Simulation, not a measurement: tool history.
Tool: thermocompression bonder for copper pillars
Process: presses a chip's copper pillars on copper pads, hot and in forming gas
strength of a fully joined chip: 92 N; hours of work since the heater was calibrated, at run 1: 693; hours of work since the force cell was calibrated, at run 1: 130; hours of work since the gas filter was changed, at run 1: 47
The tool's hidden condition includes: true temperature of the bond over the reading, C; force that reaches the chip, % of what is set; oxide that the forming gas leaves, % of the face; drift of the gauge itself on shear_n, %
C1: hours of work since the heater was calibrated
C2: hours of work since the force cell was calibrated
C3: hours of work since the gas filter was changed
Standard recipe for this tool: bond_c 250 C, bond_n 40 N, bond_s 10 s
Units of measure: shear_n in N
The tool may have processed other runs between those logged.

run 1 day=0 | bond_c=250 bond_n=40 bond_s=10 | C1=693 C2=130 C3=47 | shear_n=45.3
run 2 day=0.429 | bond_c=250 bond_n=35 bond_s=10 | C1=701 C2=138 C3=55 | shear_n=39.7
run 3 day=0.85 | bond_c=250 bond_n=35 bond_s=10 | C1=709 C2=146 C3=63 | shear_n=39.2
run 4 day=1.192 | bond_c=250 bond_n=35 bond_s=10 | C1=715 C2=153 C3=69 | shear_n=40.3
run 5 day=1.517 | bond_c=250 bond_n=35 bond_s=10 | C1=721 C2=159 C3=75 | shear_n=39.4
run 6 day=1.792 | bond_c=250 bond_n=40 bond_s=10 | C1=726 C2=164 C3=80 | shear_n=45
run 7 day=2.408 | bond_c=250 bond_n=40 bond_s=10 | C1=738 C2=175 C3=92 | shear_n=44.6
run 8 day=2.888 | bond_c=250 bond_n=40 bond_s=10 | C1=747 C2=184 C3=101 | shear_n=44.8
run 9 day=3.346 | bond_c=250 bond_n=40 bond_s=10 | C1=755 C2=193 C3=109 | shear_n=44.7
run 10 day=3.788 | bond_c=250 bond_n=35 bond_s=10 | C1=764 C2=201 C3=118 | shear_n=39.8
run 11 day=4.283 | bond_c=250 bond_n=35 bond_s=10 | C1=773 C2=210 C3=127 | shear_n=39.3
run 12 day=4.554 | bond_c=250 bond_n=35 bond_s=10 | C1=778 C2=215 C3=132 | shear_n=39.8
run 13 day=5.171 | bond_c=250 bond_n=35 bond_s=10 | C1=789 C2=227 C3=143 | shear_n=39.2
run 14 day=5.683 | bond_c=250 bond_n=35 bond_s=6 | C1=799 C2=236 C3=153 | shear_n=32.9
run 15 day=6.079 | bond_c=250 bond_n=35 bond_s=6 | C1=806 C2=244 C3=160 | shear_n=33
run 16 day=6.529 | bond_c=250 bond_n=35 bond_s=6 | C1=815 C2=252 C3=169 | shear_n=32.3
run 17 day=6.962 | bond_c=246 bond_n=35 bond_s=6 | C1=823 C2=260 C3=177 | shear_n=30.4
run 18 day=7.512 | bond_c=261 bond_n=49 bond_s=9 | C1=833 C2=271 C3=187 | shear_n=57.9
run 19 day=7.779 | bond_c=256 bond_n=38 bond_s=28 | C1=838 C2=276 C3=192 | shear_n=62.8
run 20 day=8.175 | bond_c=246 bond_n=38 bond_s=17 | C1=845 C2=283 C3=199 | shear_n=48.5
run 21 day=8.671 | bond_c=270 bond_n=40 bond_s=5 | C1=855 C2=292 C3=209 | shear_n=46.5
run 22 day=9.288 | bond_c=270 bond_n=40 bond_s=5 | C1=866 C2=304 C3=220 | shear_n=46.9

Run 23 has not been measured yet. What should we expect?
run 23 day=9.796 | bond_c=250 bond_n=50 bond_s=10 | C1=876 C2=313 C3=230 | shear_n=?

shear_n: 53 N
If the tool had no hidden condition, the same run with the same run-to-run variation would have returned shear_n 50.5 N.
